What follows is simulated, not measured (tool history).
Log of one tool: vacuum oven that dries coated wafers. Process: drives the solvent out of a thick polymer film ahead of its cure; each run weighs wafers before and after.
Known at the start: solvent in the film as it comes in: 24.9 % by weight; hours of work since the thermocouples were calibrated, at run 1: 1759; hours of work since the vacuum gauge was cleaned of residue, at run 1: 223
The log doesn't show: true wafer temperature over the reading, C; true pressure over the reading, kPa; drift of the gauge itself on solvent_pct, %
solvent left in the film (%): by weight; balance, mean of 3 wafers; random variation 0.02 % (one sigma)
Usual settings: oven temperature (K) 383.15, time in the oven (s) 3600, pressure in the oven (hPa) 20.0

run     day  oven temperature (K)  time in the oven (s)  pressure in the oven (hPa)  hours of work since the thermocouples were calibrated  hours of work since the vacuum gauge was cleaned of residue  solvent left in the film (%)
  1   0.000                383.15                  3600                        20.0                                                   1759                                                          223                          5.87
  2   0.650                371.15                  3600                        20.0                                                   1767                                                          231                          9.80
  3   1.254                371.15                  3600                        20.0                                                   1774                                                          239                          9.88
  4   1.683                371.15                  3600                        20.0                                                   1780                                                          244                          9.88
  5   2.188                371.15                  3600                        20.0                                                   1786                                                          250                          9.90
      2.642  -- oven's thermocouples calibrated
  6   2.979                371.15                  3600                        20.0                                                      4                                                          259                          9.46
  7   3.742                371.15                  3600                        20.0                                                     13                                                          268                          9.51
  8   4.142                371.15                  3600                        13.9                                                     18                                                          273                          9.28
  9   4.879                371.15                  3600                        13.9                                                     27                                                          282                          9.29
 10   5.304                383.15                  3600                        20.0                                                     32                                                          287                          5.57
 11   6.158                383.15                  3600                        20.0                                                     43                                                          297                          5.57
 12   6.883                383.15                  3600                        20.0                                                     52                                                          306                          5.58
 13   7.462                383.15                  3600                        20.0                                                     59                                                          313                          5.61
 14   8.150                383.15                  3600                        20.0                                                     67                                                          322                          5.62
 15   8.688                383.15                  5340                        20.0                                                     74                                                          328                          3.19
 16   9.100                383.15                  5340                        20.0                                                     79                                                          333                          3.18
 17   9.696                383.15                  3600                        20.0                                                     86                                                          341                          5.58
 18  10.175                383.15                  3660                        20.0                                                     92                                                          346                          5.46
 19  10.862                387.15                  3660                        16.8                                                    100                                                          355                          4.28
 20  11.517                387.15                  3660                        16.8                                                    108                                                          363                          4.22
 21  12.283                387.15                  3660                        16.8                                                    118                                                          372                          4.26
 22  12.925                387.15                  3660                        16.8                                                    125                                                          380                          4.27
 23  13.496                376.15                  4320                        34.3                                                    132                                                          387                          6.96
 24  14.371                376.15                  4320                        34.3                                                    143                                                          398                          6.99
 25  15.096                376.15                  3420                        46.8                                                    152                                                          406                          8.91
 26  15.583                375.15                  3600                        33.8                                                    158                                                          412                          8.57
 27  16.292                371.15                  4200                        16.3                                                    166                                                          421                          8.32
 28  16.875                379.15                  2100                        23.6                                                    174                                                          428                         10.77
 29  17.375                379.15                  2100                        23.6                                                    180                                                          434                         10.74
 30  17.892                393.15                  6120                        56.2                                                    186                                                          440                          1.83
 31  18.267                393.15                  6120                        56.2                                                    191                                                          445                          1.82
 32  19.050                393.15                  6120                        56.2                                                    200                                                          455                          1.83
 33  19.679                392.15                  6360                        12.6                                                    208                                                          462                          0.91
 34  20.133                391.15                  5400                        13.4                                                    213                                                          468                          1.48
 35  20.658                395.15                  2040                        69.3                                                    220                                                          474                          6.81

4 ways to go on from here, each from the tool as it stands after run 35. What would each give?
  A  21.488                396.15                  2160                        15.4                                                    230                                                          484                             ?
  B  21.488                395.15                  2160                        69.3                                                    230                                                          484                             ?
  C  21.488                392.15                  5520                        59.4                                                    230                                                          484                             ?
  D  21.488                395.15                  2040                        69.3                                                    230                                                          484                             ?

run  solvent left in the film (%)
  A                          5.26
  B                          6.38
  C                          2.28
  D                          6.81
Without the tool's hidden state the same runs would have given:
run  solvent left in the film (%)
  A                          5.29
  B                          6.42
  C                          2.29
  D                          6.85
